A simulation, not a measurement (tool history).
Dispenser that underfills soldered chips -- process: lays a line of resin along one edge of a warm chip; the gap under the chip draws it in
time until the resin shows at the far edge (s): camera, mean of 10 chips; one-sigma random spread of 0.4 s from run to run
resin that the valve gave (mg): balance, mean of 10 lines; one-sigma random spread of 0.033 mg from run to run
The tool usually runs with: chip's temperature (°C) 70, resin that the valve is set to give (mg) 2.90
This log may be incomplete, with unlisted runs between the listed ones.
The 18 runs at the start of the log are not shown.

run,hour,chip's temperature (°C),resin that the valve is set to give (mg),hours of work since the syringe was changed,hours of work since the valve was cleaned,hours of work since the stage was calibrated,time until the resin shows at the far edge (s),resin that the valve gave (mg)
19,86.7,70,2.90,5,23,121,32.2,2.84
# hour 88.2: new syringe of resin
20,91.6,70,2.90,3,26,124,30.7,2.83
21,94.5,70,2.90,5,28,127,32.0,2.79
# hour 95.7: new syringe of resin
22,99.6,70,2.90,3,32,130,29.8,2.78
# hour 103.2: new syringe of resin
23,106.1,67,2.71,2,37,135,33.6,2.66
24,109.8,72,2.71,5,40,138,30.5,2.62
# hour 110.9: new syringe of resin
25,115.7,57,2.60,4,44,142,56.8,2.53
# hour 118.5: new syringe of resin
26,120.9,57,2.60,2,48,146,52.8,2.46
27,124.5,61,3.07,5,50,149,45.2,2.92
# hour 126.1: new syringe of resin
28,129.4,55,2.98,3,54,152,57.7,2.85
29,132.3,80,3.31,5,56,154,21.2,3.14
# hour 133.7: new syringe of resin
30,137.9,57,3.67,3,60,158,50.6,3.46
31,140.7,70,2.80,5,62,160,33.5,2.67
# hour 141.5: new syringe of resin
32,145.8,78,2.97,3,66,164,21.9,2.80

What if the next run were any one of these 4? Each begins from the tool's condition after run 32:
# hour 149.0: new syringe of resin
A,150.5,76,2.90,1,69,167,?,?
# hour 149.0: new syringe of resin
B,150.5,59,2.97,1,69,167,?,?
# hour 149.0: new syringe of resin
C,150.5,81,2.85,1,69,167,?,?
# hour 149.0: new syringe of resin
D,150.5,79,3.59,1,69,167,?,?

run,time until the resin shows at the far edge (s),resin that the valve gave (mg)
A,21.5,2.71
B,44.3,2.74
C,17.9,2.68
D,18.9,3.31
What these runs would have given with no unlogged condition in the tool:
run,time until the resin shows at the far edge (s),resin that the valve gave (mg)
A,20.8,2.90
B,43.2,2.93
C,17.3,2.86
D,18.6,3.55
